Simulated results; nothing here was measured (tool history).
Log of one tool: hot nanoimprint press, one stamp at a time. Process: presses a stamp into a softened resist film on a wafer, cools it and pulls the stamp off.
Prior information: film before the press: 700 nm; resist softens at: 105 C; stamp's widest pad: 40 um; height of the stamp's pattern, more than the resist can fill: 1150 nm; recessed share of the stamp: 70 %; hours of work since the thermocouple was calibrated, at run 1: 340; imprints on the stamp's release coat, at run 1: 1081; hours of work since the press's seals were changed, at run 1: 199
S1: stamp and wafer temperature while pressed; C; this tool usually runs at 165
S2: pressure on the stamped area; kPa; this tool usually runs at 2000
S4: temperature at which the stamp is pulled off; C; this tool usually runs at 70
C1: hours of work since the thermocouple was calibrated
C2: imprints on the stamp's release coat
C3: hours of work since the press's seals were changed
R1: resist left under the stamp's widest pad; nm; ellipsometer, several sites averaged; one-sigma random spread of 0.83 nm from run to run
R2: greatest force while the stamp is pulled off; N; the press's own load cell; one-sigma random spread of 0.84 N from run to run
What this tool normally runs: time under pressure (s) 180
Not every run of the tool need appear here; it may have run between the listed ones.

Run 1, hour 0.0: usual settings; C1 340; C2 1081; C3 199. Result: R1 288.0 nm, R2 107.0 N.
Run 2, hour 12.0: usual settings but S2 2330 kPa; C1 346; C2 1121; C3 205. Result: R1 270.3 nm, R2 107.8 N.
Run 3, hour 21.1: usual settings but S1 156 C; C1 351; C2 1151; C3 209. Result: R1 411.2 nm, R2 109.0 N.
Run 4, hour 28.1: usual settings but time under pressure (s) 314; C1 354; C2 1174; C3 213. Result: R1 229.0 nm, R2 112.0 N.
Run 5, hour 34.0: usual settings but S2 3150 kPa; C1 357; C2 1194; C3 216. Result: R1 234.2 nm, R2 108.4 N.
Run 6, hour 42.5: usual settings but S2 3100 kPa; C1 361; C2 1222; C3 220. Result: R1 236.4 nm, R2 109.1 N.
Run 7, hour 51.7: usual settings but S1 155 C; C1 366; C2 1253; C3 225. Result: R1 427.1 nm, R2 108.0 N.
Run 8, hour 61.6: usual settings but S1 155 C; C1 371; C2 1286; C3 229. Result: R1 428.1 nm, R2 109.0 N.
Run 9, hour 70.9: usual settings; C1 376; C2 1317; C3 234. Result: R1 289.3 nm, R2 109.4 N.
Run 10, hour 84.1: usual settings; C1 382; C2 1360; C3 241. Result: R1 289.1 nm, R2 109.7 N.
Run 11, hour 97.4: usual settings; C1 389; C2 1405; C3 247. Result: R1 289.7 nm, R2 113.0 N.
Run 12, hour 103.7: usual settings; C1 392; C2 1426; C3 251. Result: R1 290.3 nm, R2 111.8 N.
Run 13, hour 113.7: usual settings but S1 168 C, S2 2980 kPa, time under pressure (s) 359, S4 63 C; C1 397; C2 1459; C3 256. Result: R1 157.3 nm, R2 134.4 N.
Run 14, hour 122.3: usual settings but S1 169 C, S2 2840 kPa, time under pressure (s) 160, S4 77 C; C1 401; C2 1488; C3 260. Result: R1 221.7 nm, R2 92.5 N.

Run 15, settings as shown, results not yet in. Your forecast:
Run 15, hour 135.8: usual settings but S2 1480 kPa, time under pressure (s) 95, S4 74 C; C1 408; C2 1533; C3 267. Result: R1 ?, R2 ?.

{"run 15": {"R1": 413.9, "R2": 101.3}}
On a tool with no hidden condition, and with the same random variation, this run would have come out at R1 397.9 nm, R2 83.4 N.

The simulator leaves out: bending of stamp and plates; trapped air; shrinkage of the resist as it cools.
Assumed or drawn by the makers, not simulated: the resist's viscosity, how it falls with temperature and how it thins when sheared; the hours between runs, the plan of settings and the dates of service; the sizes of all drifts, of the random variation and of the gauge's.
